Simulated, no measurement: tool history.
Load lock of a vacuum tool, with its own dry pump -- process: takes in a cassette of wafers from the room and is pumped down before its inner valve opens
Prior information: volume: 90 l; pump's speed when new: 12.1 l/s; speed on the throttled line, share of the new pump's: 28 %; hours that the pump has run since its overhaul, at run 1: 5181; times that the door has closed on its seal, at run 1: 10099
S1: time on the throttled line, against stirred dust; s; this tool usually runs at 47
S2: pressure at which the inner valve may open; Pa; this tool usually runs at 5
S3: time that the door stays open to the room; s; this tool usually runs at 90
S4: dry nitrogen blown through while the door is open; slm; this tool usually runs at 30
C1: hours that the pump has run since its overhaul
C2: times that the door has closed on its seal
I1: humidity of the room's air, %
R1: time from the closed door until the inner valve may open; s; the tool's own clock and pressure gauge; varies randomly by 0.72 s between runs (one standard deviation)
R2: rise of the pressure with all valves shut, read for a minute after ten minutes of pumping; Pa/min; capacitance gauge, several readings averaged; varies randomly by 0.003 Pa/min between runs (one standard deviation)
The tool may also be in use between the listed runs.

Run 1, day 0: usual settings; C1 5181; C2 10099; I1 44.7. Result: R1 112.8 s, R2 0.13 Pa/min.
Run 2, day 6.612: usual settings but S1 46 s; C1 5339; C2 10717; I1 45.4. Result: R1 112.3 s, R2 0.135 Pa/min.
Run 3, day 16.2: usual settings but S1 46 s; C1 5569; C2 11615; I1 45.3. Result: R1 113 s, R2 0.149 Pa/min.
Run 4, day 24.017: usual settings but S1 46 s; C1 5757; C2 12346; I1 46.1. Result: R1 112.5 s, R2 0.169 Pa/min.
Run 5, day 29.142: usual settings; C1 5880; C2 12825; I1 43.7. Result: R1 113.4 s, R2 0.174 Pa/min.
Run 6, day 36.583: usual settings but S4 8 slm; C1 6059; C2 13521; I1 43.4. Result: R1 114.2 s, R2 0.198 Pa/min.
Run 7, day 45.971: usual settings but S3 28 s, S4 8 slm; C1 6284; C2 14400; I1 45. Result: R1 112.7 s, R2 0.211 Pa/min.
Run 8, day 54.092: usual settings but S3 28 s, S4 8 slm; C1 6479; C2 15159; I1 43. Result: R1 113.5 s, R2 0.218 Pa/min.
Run 9, day 62.567: usual settings but S3 28 s, S4 8 slm; C1 6682; C2 15952; I1 49.1. Result: R1 114.1 s, R2 0.237 Pa/min.
Run 10, day 68.625: usual settings but S3 28 s, S4 8 slm; C1 6828; C2 16519; I1 43.6. Result: R1 114.8 s, R2 0.248 Pa/min.
Run 11, day 74.742: usual settings but S3 28 s, S4 8 slm; C1 6974; C2 17091; I1 43.8. Result: R1 113.5 s, R2 0.266 Pa/min.
Run 12, day 82.95: usual settings but S3 28 s, S4 8 slm; C1 7171; C2 17859; I1 42.6. Result: R1 115.6 s, R2 0.285 Pa/min.
Run 13, day 87.304: usual settings but S3 28 s, S4 8 slm; C1 7276; C2 18267; I1 46.6. Result: R1 114 s, R2 0.3 Pa/min.
Run 14, day 95.533: usual settings but S2 6 Pa, S4 12 slm; C1 7473; C2 19036; I1 42.3. Result: R1 113 s, R2 0.33 Pa/min.
Run 15, day 101.592: usual settings but S2 6 Pa, S4 12 slm; C1 7619; C2 19603; I1 44.6. Result: R1 114.1 s, R2 0.342 Pa/min.
Run 16, day 107.679: usual settings but S1 49 s, S3 149 s, S4 7 slm; C1 7765; C2 20173; I1 43.8. Result: R1 116.5 s, R2 0.366 Pa/min.
Run 17, day 112.096: usual settings but S1 49 s, S2 4 Pa, S3 26 s, S4 7 slm; C1 7871; C2 20586; I1 44.7. Result: R1 118.2 s, R2 0.363 Pa/min.
Run 18, day 119.733: usual settings but S1 49 s, S2 7 Pa, S3 139 s, S4 7 slm; C1 8054; C2 21300; I1 41.9. Result: R1 113.5 s, R2 0.41 Pa/min.
Run 19, day 127.5: usual settings but S1 49 s, S2 7 Pa, S3 139 s, S4 7 slm; C1 8241; C2 22027; I1 45.7. Result: R1 113.9 s, R2 0.437 Pa/min.
Run 20, day 135.408: usual settings but S2 9 Pa, S4 17 slm; C1 8430; C2 22767; I1 44. Result: R1 110.7 s, R2 0.427 Pa/min.
Run 21, day 144.721: usual settings but S1 27 s, S4 8 slm; C1 8654; C2 23638; I1 42.8. Result: R1 102.3 s, R2 0.461 Pa/min.
At day 150.65: door's seal changed, seat wiped.
Run 22, day 150.65: usual settings but S1 46 s, S3 55 s, S4 13 slm; C1 8795; C2 0; I1 47. Result: R1 116.1 s, R2 0.014 Pa/min.
Run 23, day 157.292: usual settings but S1 46 s, S2 8 Pa, S3 55 s, S4 13 slm; C1 8954; C2 621; I1 45.9. Result: R1 110.3 s, R2 0.022 Pa/min.
Run 24, day 165.054: usual settings but S1 34 s, S3 211 s, S4 10 slm; C1 9140; C2 1347; I1 44.4. Result: R1 107.1 s, R2 0.055 Pa/min.

Run 25 has not been measured yet. What should we expect?
Run 25, day 171.646: usual settings but S1 34 s, S3 211 s, S4 10 slm; C1 9299; C2 1964; I1 40.9. Result: R1 ?, R2 ?.

R1: 107.7 s
R2: 0.052 Pa/min
Take away the tool's hidden state, keep the run-to-run variation as it was, and the same run would have given R1 98.7 s, R2 0.038 Pa/min.
